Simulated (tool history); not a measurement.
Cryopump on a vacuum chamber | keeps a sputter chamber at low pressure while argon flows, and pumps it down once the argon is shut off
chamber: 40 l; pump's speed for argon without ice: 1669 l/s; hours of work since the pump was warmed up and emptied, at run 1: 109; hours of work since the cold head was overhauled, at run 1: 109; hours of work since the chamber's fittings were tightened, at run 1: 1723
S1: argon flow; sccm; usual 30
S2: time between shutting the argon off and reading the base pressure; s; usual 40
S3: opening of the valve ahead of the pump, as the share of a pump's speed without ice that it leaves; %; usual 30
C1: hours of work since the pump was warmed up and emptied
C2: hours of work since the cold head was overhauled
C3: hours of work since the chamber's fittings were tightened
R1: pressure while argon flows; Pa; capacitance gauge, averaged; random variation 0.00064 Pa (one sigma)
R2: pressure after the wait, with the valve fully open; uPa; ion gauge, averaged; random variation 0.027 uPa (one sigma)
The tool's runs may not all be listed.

run,hour,S1,S2,S3,C1,C2,C3,R1,R2
1,0,30,40,30,109,109,1723,0.1039,2.46
2,7.6,30,51,30,115,115,1729,0.1061,2.17
3,25.1,30,51,30,128,128,1742,0.1043,2.24
4,32.9,30,51,30,134,134,1748,0.1065,2.28
5,44.6,30,40,30,143,143,1757,0.1044,2.52
6,53.3,30,40,30,150,150,1764,0.106,2.6
7,69.7,30,60,30,163,163,1777,0.1064,2.24
8,77.2,30,40,30,169,169,1783,0.1061,2.58
9,90.2,30,40,30,179,179,1793,0.1058,2.59
10,99.5,30,40,30,186,186,1800,0.1061,2.55
11,111.5,30,40,30,195,195,1809,0.107,2.66
12,123.3,30,40,30,204,204,1819,0.1072,2.64
13,131.9,30,40,30,211,211,1825,0.1069,2.63
14,145.3,30,40,30,222,222,1836,0.1075,2.58
15,159.8,18,40,16,233,233,1847,0.1188,2.68
16,174,17,59,19,244,244,1858,0.095,2.39
17,190.5,17,59,19,257,257,1871,0.0952,2.37
18,206.1,29,90,23,269,269,1883,0.1349,2.22
19,222.3,29,90,23,281,281,1895,0.1364,2.27
20,237.3,17,26,30,293,293,1907,0.064,3.36
21,252.7,17,26,30,305,305,1919,0.0623,3.44
22,267.6,17,55,30,316,316,1930,0.0627,2.61
23,280,17,55,30,326,326,1940,0.0634,2.67
24,289.1,30,107,46,333,333,1947,0.0767,2.3
25,306.5,13,107,46,347,347,1961,0.0333,2.31
26,315.9,44,36,42,354,354,1968,0.1232,3.19
27,328,15,112,18,363,363,1977,0.0901,2.33
# hour 334.6: leaking fittings of the chamber tightened, without venting
28,344.1,16,32,60,374,374,7,0.0332,1.61

5 ways to go on from here, each from the tool as it stands after run 28. What would each give?
A,354.4,28,155,35,382,382,15,?,?
B,354.4,12,32,32,382,382,15,?,?
C,354.4,13,34,22,382,382,15,?,?
D,354.4,30,180,15,382,382,15,?,?
E,354.4,52,40,16,382,382,15,?,?

run,R1,R2
A,0.0932,0.51
B,0.043,1.63
C,0.0656,1.56
D,0.2155,0.48
E,0.3507,1.41
Without the tool's hidden state the same runs would have given:
run,R1,R2
A,0.081,0.41
B,0.0377,1.52
C,0.06,1.45
D,0.2024,0.38
E,0.3281,1.3

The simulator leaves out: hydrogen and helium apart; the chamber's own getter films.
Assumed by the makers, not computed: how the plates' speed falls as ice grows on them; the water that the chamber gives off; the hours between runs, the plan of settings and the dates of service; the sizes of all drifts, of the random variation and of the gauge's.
